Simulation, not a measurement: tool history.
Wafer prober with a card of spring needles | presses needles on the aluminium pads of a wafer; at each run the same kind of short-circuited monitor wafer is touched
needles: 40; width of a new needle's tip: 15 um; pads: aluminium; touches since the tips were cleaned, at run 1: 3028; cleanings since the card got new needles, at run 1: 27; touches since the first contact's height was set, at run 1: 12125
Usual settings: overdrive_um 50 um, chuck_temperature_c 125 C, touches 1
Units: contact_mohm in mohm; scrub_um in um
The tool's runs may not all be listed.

run,day,overdrive_um,chuck_temperature_c,touches,touches since the tips were cleaned,cleanings since the card got new needles,touches since the first contact's height was set,contact_mohm,scrub_um
1,0,50,125,1,3028,27,12125,202,6.05
# day 0.796: tips cleaned on abrasive film
2,1.638,50,125,1,3716,28,19344,210,6.06
# day 2.312: tips cleaned on abrasive film
3,3.446,50,125,1,5024,29,27324,226,6.03
# day 3.7: tips cleaned on abrasive film
# day 5.192: tips cleaned on abrasive film
4,5.512,50,77,1,1425,31,36423,180,6.03
# day 6.688: tips cleaned on abrasive film
# day 8.079: tips cleaned on abrasive film
5,8.254,50,77,1,769,33,48489,163,6.03
# day 9.558: tips cleaned on abrasive film
6,9.558,50,77,1,0,34,54245,143,6
7,10.9,50,77,1,5925,34,60170,227,5.99
# day 11.146: tips cleaned on abrasive film
8,12.35,50,125,1,5332,35,66568,225,6.01
# day 12.562: tips cleaned on abrasive film
# day 13.983: tips cleaned on abrasive film
9,15.067,50,125,1,4798,37,78536,224,5.99
# day 15.488: tips cleaned on abrasive film
10,16.604,51,125,1,4934,38,85314,219,6.1
# day 17.021: tips cleaned on abrasive film
# day 18.6: tips cleaned on abrasive film
11,19.108,52,125,1,2250,40,96348,192,6.21
# day 20.104: tips cleaned on abrasive film
12,21.192,50,125,1,4819,41,105542,224,5.97
# day 21.596: tips cleaned on abrasive film
13,22.95,38,42,1,5990,42,113293,289,4.49
# day 23.129: tips cleaned on abrasive film
# day 24.6: tips cleaned on abrasive film
14,24.892,35,38,2,1288,44,121833,188,4.12
# day 26.071: tips cleaned on abrasive film
15,27.388,50,39,3,5815,45,132850,169,5.93
# day 27.592: tips cleaned on abrasive film
# day 29.042: tips cleaned on abrasive film
16,29.042,69,40,2,0,47,140117,135,8.24
# day 30.554: tips cleaned on abrasive film
17,31.6,62,125,1,4632,48,151415,200,7.37
# day 32.079: tips cleaned on abrasive film
# day 33.483: tips cleaned on abrasive film
18,33.483,62,125,1,0,50,159691,155,7.34
# day 34.925: tips cleaned on abrasive film
19,34.925,59,88,1,0,51,166051,146,6.96
# day 36.392: tips cleaned on abrasive film
20,36.608,50,34,2,954,52,173466,156,5.89
# day 37.783: tips cleaned on abrasive film
21,38.521,63,125,3,3256,53,181914,162,7.47
# day 38.796: height of the first contact set anew
# day 39.175: tips cleaned on abrasive film
22,40.146,57,87,1,4299,54,5957,200,6.93
# day 40.596: tips cleaned on abrasive film
# day 42.108: tips cleaned on abrasive film
23,42.117,57,87,1,41,56,14632,147,6.9
# day 43.6: tips cleaned on abrasive film
24,43.862,57,59,2,1167,57,22325,157,6.89

Forecast each of these 4 alternatives for the next run:
# day 44.979: tips cleaned on abrasive film
A,45.062,51,67,2,354,58,27605,?,?
# day 44.979: tips cleaned on abrasive film
B,45.062,50,104,1,354,58,27605,?,?
# day 44.979: tips cleaned on abrasive film
C,45.062,36,47,2,354,58,27605,?,?
# day 44.979: tips cleaned on abrasive film
D,45.062,63,36,1,354,58,27605,?,?

run,contact_mohm,scrub_um
A,148,6.16
B,162,6.01
C,158,4.31
D,144,7.61
Without the tool's hidden state the same runs would have given:
run,contact_mohm,scrub_um
A,139,6.19
B,148,6.04
C,140,4.34
D,133,7.64
